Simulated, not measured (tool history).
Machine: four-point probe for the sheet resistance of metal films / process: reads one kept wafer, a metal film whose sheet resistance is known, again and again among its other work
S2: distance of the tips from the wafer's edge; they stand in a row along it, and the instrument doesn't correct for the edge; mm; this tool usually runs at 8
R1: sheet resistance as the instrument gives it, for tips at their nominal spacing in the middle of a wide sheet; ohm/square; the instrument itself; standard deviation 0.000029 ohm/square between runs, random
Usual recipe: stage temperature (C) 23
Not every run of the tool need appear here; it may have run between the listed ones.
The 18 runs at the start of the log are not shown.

run 19 hour=892.2 | stage_temperature_(C)=23 S2=12 | R1=0.144938
run 20 hour=948.8 | stage_temperature_(C)=21 S2=12 | R1=0.145066
run 21 hour=1003.2 | stage_temperature_(C)=21 S2=12 | R1=0.145097
run 22 hour=1060.0 | stage_temperature_(C)=21 S2=12 | R1=0.145181
run 23 hour=1095.9 | stage_temperature_(C)=23 S2=6 | R1=0.146590
run 24 hour=1127.2 | stage_temperature_(C)=20 S2=5 | R1=0.147733
run 25 hour=1188.0 | stage_temperature_(C)=20 S2=29 | R1=0.144813
run 26 hour=1220.1 | stage_temperature_(C)=31 S2=19 | R1=0.144073
run 27 hour=1252.0 | stage_temperature_(C)=21 S2=54 | R1=0.144631
run 28 hour=1308.2 | stage_temperature_(C)=21 S2=54 | R1=0.144674
run 29 hour=1361.3 | stage_temperature_(C)=24 S2=54 | R1=0.144470
run 30 hour=1400.8 | stage_temperature_(C)=32 S2=54 | R1=0.143852
run 31 hour=1465.2 | stage_temperature_(C)=25 S2=55 | R1=0.144379
run 32 hour=1520.3 | stage_temperature_(C)=25 S2=55 | R1=0.144444
run 33 hour=1553.3 | stage_temperature_(C)=25 S2=55 | R1=0.144405
run 34 hour=1621.7 | stage_temperature_(C)=31 S2=33 | R1=0.144058
run 35 hour=1673.6 | stage_temperature_(C)=22 S2=8 | R1=0.145937
run 36 hour=1713.8 | stage_temperature_(C)=19 S2=10 | R1=0.145688
run 37 hour=1763.5 | stage_temperature_(C)=23 S2=70 | R1=0.144643
run 38 hour=1831.5 | stage_temperature_(C)=20 S2=28 | R1=0.144944
run 39 hour=1880.3 | stage_temperature_(C)=20 S2=28 | R1=0.144919
run 40 hour=1938.9 | stage_temperature_(C)=20 S2=28 | R1=0.145000
run 41 hour=1982.3 | stage_temperature_(C)=20 S2=28 | R1=0.144987

For run 42, what comes out?
run 42 hour=2052.6 | stage_temperature_(C)=24 S2=10 | R1=?

{"run 42": {"R1": 0.14542}}
Without the tool's hidden state the same run would have given R1 0.145437 ohm/square.
